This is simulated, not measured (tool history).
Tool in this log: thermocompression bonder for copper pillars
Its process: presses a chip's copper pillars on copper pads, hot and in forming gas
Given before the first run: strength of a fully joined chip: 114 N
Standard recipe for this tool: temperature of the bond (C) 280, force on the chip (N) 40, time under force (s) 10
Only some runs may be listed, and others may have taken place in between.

| run | hour | temperature of the bond (C) | force on the chip (N) | time under force (s) | force that shears a chip off (N) |
|---|---|---|---|---|---|
| 1 | 0 | 280 | 40 | 10 | 76 |
| 2 | 69.4 | 280 | 40 | 10 | 76.6 |
| 3 | 130.2 | 280 | 40 | 14 | 80.6 |
| 4 | 162.6 | 280 | 40 | 10 | 73.3 |
| 5 | 220.6 | 280 | 40 | 10 | 72.3 |
|  | 234.9 | forming gas filter changed |
| 6 | 286.8 | 280 | 40 | 10 | 79.2 |
| 7 | 316.6 | 280 | 40 | 23 | 92.4 |
| 8 | 372.1 | 280 | 40 | 23 | 88.6 |
| 9 | 437.3 | 280 | 40 | 10 | 72.8 |
| 10 | 498 | 280 | 40 | 10 | 71.4 |
|  | 538.1 | forming gas filter changed |
| 11 | 538.1 | 280 | 40 | 10 | 74.1 |
|  | 556.3 | force cell calibrated |
| 12 | 600.2 | 280 | 40 | 10 | 75.4 |
| 13 | 636.1 | 280 | 40 | 10 | 74.7 |
| 14 | 704.5 | 280 | 25 | 25 | 76.5 |
| 15 | 769.6 | 280 | 25 | 25 | 77.9 |
| 16 | 819.8 | 280 | 25 | 25 | 75.6 |
|  | 845.7 | forming gas filter changed |
| 17 | 884.9 | 252 | 33 | 7 | 43.7 |
| 18 | 915.2 | 252 | 33 | 7 | 43.1 |
| 19 | 947.5 | 295 | 40 | 10 | 83.5 |
| 20 | 983.9 | 295 | 40 | 10 | 81.7 |
| 21 | 1013.1 | 295 | 40 | 10 | 84.7 |
| 22 | 1050.2 | 295 | 40 | 10 | 81.1 |
| 23 | 1116.4 | 280 | 56 | 11 | 81 |
|  | 1150.7 | forming gas filter changed |
| 24 | 1155.5 | 291 | 40 | 10 | 81.4 |
| 25 | 1200.8 | 296 | 51 | 10 | 89.7 |

How would selected steps in force that shears a chip off (N) from run to run divide? Give the signed amount a tool lacking its hidden state would still show from settings, what came in and random variation, and the signed amount left for the hidden state, including any gauge scatter that is not in both of the compared results.
Hidden conditions of the tool in this case: true temperature of the bond over the reading, C; force that reaches the chip, % of what is set; oxide that the forming gas leaves, % of the face; drift of the gauge itself on shear_n, %.
Run 16 -> 17: temperature of the bond (C) 280 -> 252, force on the chip (N) 25 -> 33, time under force (s) 25 -> 7, forming gas filter changed. force that shears a chip off (N) -31.9: hidden state +4.2, all else -36.1.
Run 18 -> 19: temperature of the bond (C) 252 -> 295, force on the chip (N) 33 -> 40, time under force (s) 7 -> 10. force that shears a chip off (N) +40.4: hidden state -1.1, all else +41.5.
Run 23 -> 24: temperature of the bond (C) 280 -> 291, force on the chip (N) 56 -> 40, time under force (s) 11 -> 10, forming gas filter changed. force that shears a chip off (N) +0.4: hidden state +4.3, all else -3.9.
